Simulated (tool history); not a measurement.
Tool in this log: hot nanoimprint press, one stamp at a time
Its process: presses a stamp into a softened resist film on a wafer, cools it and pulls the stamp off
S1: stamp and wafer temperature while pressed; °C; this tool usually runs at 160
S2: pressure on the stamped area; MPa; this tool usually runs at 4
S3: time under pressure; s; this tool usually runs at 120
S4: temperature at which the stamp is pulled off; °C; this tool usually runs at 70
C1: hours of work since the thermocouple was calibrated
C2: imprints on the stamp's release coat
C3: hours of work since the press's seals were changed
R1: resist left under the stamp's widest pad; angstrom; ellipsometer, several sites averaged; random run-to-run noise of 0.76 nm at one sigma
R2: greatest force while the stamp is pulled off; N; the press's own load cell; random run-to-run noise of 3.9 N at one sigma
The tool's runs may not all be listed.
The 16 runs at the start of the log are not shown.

run,hour,S1,S2,S3,S4,C1,C2,C3,R1,R2
17,188.7,151,4,113,70,178,702,503,1614,246
18,198.9,160,4,104,75,185,737,509,1072,222
19,214.1,160,4,104,75,194,788,519,1079,225
20,222.7,166,4.33,104,75,199,817,524,720,227
21,239.8,166,4.33,104,75,210,875,534,721,230
22,255.3,166,4.33,104,75,219,927,544,717,240
23,266.2,159,5.23,193,75,226,964,551,811,232
24,276.3,159,5.23,193,75,232,998,557,830,243
25,285.6,159,5.23,193,68,238,1029,563,814,274
26,299.6,159,5.23,193,68,247,1076,571,826,273
27,313.4,162,5.18,222,61,255,1123,580,637,315
28,328.7,162,5.18,222,61,265,1175,589,635,335
29,336.8,161,3.24,92,61,270,1202,594,1169,312
30,348.6,160,5.15,201,62,277,1242,601,765,335
31,364.5,160,5.15,201,62,287,1296,611,769,335

Branching from run 31: 3 alternative next runs. What would each branch give?
A,377.5,159,5.01,125,70,295,1339,619,?,?
B,377.5,160,4,81,78,295,1339,619,?,?
C,377.5,161,3.75,120,66,295,1339,619,?,?

run,R1,R2
A,1013,284
B,1191,250
C,1004,310
Take away the tool's hidden state, keep each run's random variation, and the runs would have read:
run,R1,R2
A,927,183
B,1106,160
C,925,199
